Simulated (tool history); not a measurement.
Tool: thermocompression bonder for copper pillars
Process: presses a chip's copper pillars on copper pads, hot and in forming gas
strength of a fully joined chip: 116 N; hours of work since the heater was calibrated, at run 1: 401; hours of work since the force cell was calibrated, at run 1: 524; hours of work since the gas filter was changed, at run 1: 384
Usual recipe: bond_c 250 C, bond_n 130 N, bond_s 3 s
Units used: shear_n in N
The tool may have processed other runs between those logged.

run     day  bond_c  bond_n  bond_s  hours of work since the heater was calibrated  hours of work since the force cell was calibrated  hours of work since the gas filter was changed  shear_n
  1   0.000     250     130       3                                            401                                                524                                             384     53.9
  2   1.321     250     130       3                                            416                                                539                                             399     53.5
  3   2.254     250     130       3                                            426                                                549                                             409     54.1
  4   3.221     250     130       3                                            437                                                560                                             420     54.5
  5   4.017     250     130       3                                            446                                                569                                             429     55.7
  6   4.838     250     130       3                                            455                                                578                                             439     53.5
      5.054  -- forming gas filter changed
  7   5.879     250     130       2                                            467                                                590                                               9     46.8
  8   6.542     250     130       3                                            475                                                598                                              17     55.4
  9   7.612     250     130       3                                            487                                                610                                              29     55.4
 10   8.771     250     130       3                                            500                                                623                                              42     54.6
 11   9.912     250     130       8                                            513                                                636                                              55     74.9
 12  10.788     250     130       8                                            523                                                646                                              65     73.8
 13  12.104     271     130       8                                            538                                                661                                              80     86.4
 14  12.783     272     130       8                                            546                                                669                                              88     87.7
 15  13.483     272     130       8                                            553                                                676                                              96     85.1
 16  14.121     272     130       8                                            561                                                684                                             103     89.1
 17  14.933     272     130       8                                            570                                                693                                             112     88.2
 18  16.162     272     163       8                                            584                                                707                                             126     98.3
     16.871  -- heater calibrated with a thermocouple chip
 19  16.950     272     163       8                                              1                                                715                                             134     97.2
 20  18.050     272     163       8                                             13                                                727                                             147     98.7
 21  19.175     277     124       8                                             26                                                740                                             160     87.4
 22  19.862     277     124       8                                             34                                                748                                             167     89.5
 23  20.750     256     184       3                                             44                                                758                                             177     77.7
 24  21.338     256     184       3                                             51                                                765                                             184     78.2
 25  22.475     271     129       8                                             64                                                778                                             197     87.0
 26  23.904     271     129       8                                             80                                                794                                             213     87.6
 27  24.517     275     140       4                                             87                                                801                                             220     79.9
 28  25.333     275     177       4                                             96                                                810                                             229     90.8
 29  26.396     275     177       4                                            108                                                822                                             242     92.4
 30  27.483     251      81       9                                            121                                                835                                             254     52.4
 31  28.500     251      81       9                                            132                                                846                                             265     53.6
 32  29.446     227     130       2                                            143                                                857                                             276     35.9
 33  30.850     227     130       2                                            159                                                873                                             292     36.2
 34  31.550     236     141       4                                            167                                                881                                             300     56.3
 35  32.308     250     116       5                                            175                                                889                                             309     59.3
 36  33.408     257     147       2                                            188                                                902                                             321     57.1
 37  34.479     246     147       2                                            200                                                914                                             333     50.9
 38  35.900     246     147       2                                            216                                                930                                             350     50.7
 39  37.262     246     147       2                                            232                                                946                                             365     50.7

5 options for the next run, each taken on its own from the tool as it stands now. Forecast them:
  A  37.979     246     121       3                                            240                                                954                                             373        ?
  B  37.979     252     101       7                                            240                                                954                                             373        ?
  C  37.979     226     133       8                                            240                                                954                                             373        ?
  D  37.979     246     139       2                                            240                                                954                                             373        ?
  E  37.979     222     130       9                                            240                                                954                                             373        ?

run  shear_n
  A     50.7
  B     58.8
  C     60.5
  D     48.5
  E     60.4
Take away the tool's hidden state, keep each run's random variation, and the runs would have read:
run  shear_n
  A     51.1
  B     59.2
  C     61.0
  D     48.9
  E     60.9
